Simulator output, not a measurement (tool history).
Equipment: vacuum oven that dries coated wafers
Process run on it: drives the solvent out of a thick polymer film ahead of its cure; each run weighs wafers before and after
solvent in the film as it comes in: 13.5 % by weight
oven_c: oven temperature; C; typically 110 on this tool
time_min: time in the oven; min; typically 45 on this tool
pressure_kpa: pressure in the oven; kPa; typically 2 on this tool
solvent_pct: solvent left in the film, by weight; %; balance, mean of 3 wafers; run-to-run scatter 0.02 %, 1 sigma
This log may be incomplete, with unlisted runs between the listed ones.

{"run": 1, "hour": 0.0, "oven_c": 110, "time_min": 45, "pressure_kpa": 2, "solvent_pct": 3.12}
{"run": 2, "hour": 38.1, "oven_c": 110, "time_min": 45, "pressure_kpa": 2, "solvent_pct": 3.11}
{"run": 3, "hour": 64.9, "oven_c": 110, "time_min": 45, "pressure_kpa": 2, "solvent_pct": 3.1}
{"run": 4, "hour": 88.5, "oven_c": 110, "time_min": 45, "pressure_kpa": 2, "solvent_pct": 3.15}
{"run": 5, "hour": 116.3, "oven_c": 110, "time_min": 45, "pressure_kpa": 2, "solvent_pct": 3.07}
{"run": 6, "hour": 140.5, "oven_c": 110, "time_min": 45, "pressure_kpa": 2, "solvent_pct": 3.1}
{"run": 7, "hour": 163.4, "oven_c": 110, "time_min": 45, "pressure_kpa": 2, "solvent_pct": 3.1}
{"run": 8, "hour": 192.0, "oven_c": 110, "time_min": 73, "pressure_kpa": 2, "solvent_pct": 1.84}
{"run": 9, "hour": 227.7, "oven_c": 110, "time_min": 45, "pressure_kpa": 2, "solvent_pct": 3.13}
{"run": 10, "hour": 244.8, "oven_c": 110, "time_min": 45, "pressure_kpa": 2, "solvent_pct": 3.06}
{"run": 11, "hour": 285.4, "oven_c": 119, "time_min": 45, "pressure_kpa": 2, "solvent_pct": 1.76}
{"run": 12, "hour": 323.3, "oven_c": 123, "time_min": 45, "pressure_kpa": 2, "solvent_pct": 1.36}
{"run": 13, "hour": 339.7, "oven_c": 123, "time_min": 45, "pressure_kpa": 2, "solvent_pct": 1.37}
{"run": 14, "hour": 378.4, "oven_c": 123, "time_min": 45, "pressure_kpa": 2, "solvent_pct": 1.38}
{"run": 15, "hour": 415.4, "oven_c": 123, "time_min": 45, "pressure_kpa": 2, "solvent_pct": 1.33}
{"run": 16, "hour": 443.3, "oven_c": 110, "time_min": 45, "pressure_kpa": 2, "solvent_pct": 3.04}
{"run": 17, "hour": 463.7, "oven_c": 110, "time_min": 45, "pressure_kpa": 2, "solvent_pct": 3.04}
{"run": 18, "hour": 499.1, "oven_c": 110, "time_min": 45, "pressure_kpa": 2, "solvent_pct": 3.04}
{"run": 19, "hour": 534.3, "oven_c": 110, "time_min": 45, "pressure_kpa": 2.2, "solvent_pct": 3.17}
{"run": 20, "hour": 558.0, "oven_c": 110, "time_min": 45, "pressure_kpa": 2.2, "solvent_pct": 3.11}
{"run": 21, "hour": 584.7, "oven_c": 110, "time_min": 45, "pressure_kpa": 2.2, "solvent_pct": 3.11}
{"run": 22, "hour": 619.6, "oven_c": 118, "time_min": 45, "pressure_kpa": 2, "solvent_pct": 1.88}
{"run": 23, "hour": 648.8, "oven_c": 118, "time_min": 45, "pressure_kpa": 2, "solvent_pct": 1.89}
{"run": 24, "hour": 677.4, "oven_c": 118, "time_min": 45, "pressure_kpa": 2, "solvent_pct": 1.89}
{"run": 25, "hour": 711.3, "oven_c": 106, "time_min": 45, "pressure_kpa": 4.03, "solvent_pct": 4.62}
{"run": 26, "hour": 742.0, "oven_c": 106, "time_min": 45, "pressure_kpa": 4.03, "solvent_pct": 4.63}
{"run": 27, "hour": 775.7, "oven_c": 100, "time_min": 37, "pressure_kpa": 2, "solvent_pct": 5.56}
{"hour": 780.3, "done": "oven's thermocouples calibrated"}
{"run": 28, "hour": 802.0, "oven_c": 98, "time_min": 26, "pressure_kpa": 4.43, "solvent_pct": 8.59}
{"run": 29, "hour": 827.4, "oven_c": 116, "time_min": 34, "pressure_kpa": 1.14, "solvent_pct": 3.1}
{"run": 30, "hour": 866.4, "oven_c": 116, "time_min": 34, "pressure_kpa": 1.14, "solvent_pct": 3.14}
{"run": 31, "hour": 901.8, "oven_c": 116, "time_min": 34, "pressure_kpa": 1.14, "solvent_pct": 3.1}
{"run": 32, "hour": 936.9, "oven_c": 116, "time_min": 34, "pressure_kpa": 1.14, "solvent_pct": 3.09}
{"run": 33, "hour": 972.5, "oven_c": 117, "time_min": 34, "pressure_kpa": 6.93, "solvent_pct": 4.88}
{"run": 34, "hour": 1006.9, "oven_c": 113, "time_min": 29, "pressure_kpa": 1.13, "solvent_pct": 4.22}
{"run": 35, "hour": 1032.8, "oven_c": 113, "time_min": 29, "pressure_kpa": 1.13, "solvent_pct": 4.2}
{"run": 36, "hour": 1051.8, "oven_c": 113, "time_min": 29, "pressure_kpa": 1.13, "solvent_pct": 4.16}
{"run": 37, "hour": 1081.4, "oven_c": 122, "time_min": 48, "pressure_kpa": 3.62, "solvent_pct": 2.1}
{"run": 38, "hour": 1120.5, "oven_c": 113, "time_min": 26, "pressure_kpa": 6.31, "solvent_pct": 6.28}
{"run": 39, "hour": 1146.0, "oven_c": 110, "time_min": 45, "pressure_kpa": 1.31, "solvent_pct": 3.14}
{"run": 40, "hour": 1181.0, "oven_c": 109, "time_min": 36, "pressure_kpa": 6.93, "solvent_pct": 6.4}
{"run": 41, "hour": 1206.8, "oven_c": 108, "time_min": 72, "pressure_kpa": 1.67, "solvent_pct": 2.19}
{"run": 42, "hour": 1228.9, "oven_c": 99, "time_min": 35, "pressure_kpa": 4.1, "solvent_pct": 7.36}
{"run": 43, "hour": 1268.6, "oven_c": 99, "time_min": 35, "pressure_kpa": 4.1, "solvent_pct": 7.31}
{"run": 44, "hour": 1307.3, "oven_c": 99, "time_min": 35, "pressure_kpa": 4.1, "solvent_pct": 7.34}
{"run": 45, "hour": 1332.4, "oven_c": 117, "time_min": 25, "pressure_kpa": 3.02, "solvent_pct": 4.54}
{"run": 46, "hour": 1350.5, "oven_c": 104, "time_min": 40, "pressure_kpa": 2, "solvent_pct": 4.94}
{"run": 47, "hour": 1368.0, "oven_c": 106, "time_min": 44, "pressure_kpa": 6.4, "solvent_pct": 6.17}
{"run": 48, "hour": 1384.4, "oven_c": 119, "time_min": 45, "pressure_kpa": 2.99, "solvent_pct": 2.36}

Forecast each of these 3 alternatives for the next run:
{"run": "A", "hour": 1420.4, "oven_c": 104, "time_min": 38, "pressure_kpa": 2.99, "solvent_pct": "?"}
{"run": "B", "hour": 1420.4, "oven_c": 119, "time_min": 31, "pressure_kpa": 1.96, "solvent_pct": "?"}
{"run": "C", "hour": 1420.4, "oven_c": 125, "time_min": 24, "pressure_kpa": 3.8, "solvent_pct": "?"}

run=A solvent_pct=5.54
run=B solvent_pct=3.15
run=C solvent_pct=3.51
Had the tool no hidden state, the same runs would have come out as:
run=A solvent_pct=5.51
run=B solvent_pct=3.14
run=C solvent_pct=3.51

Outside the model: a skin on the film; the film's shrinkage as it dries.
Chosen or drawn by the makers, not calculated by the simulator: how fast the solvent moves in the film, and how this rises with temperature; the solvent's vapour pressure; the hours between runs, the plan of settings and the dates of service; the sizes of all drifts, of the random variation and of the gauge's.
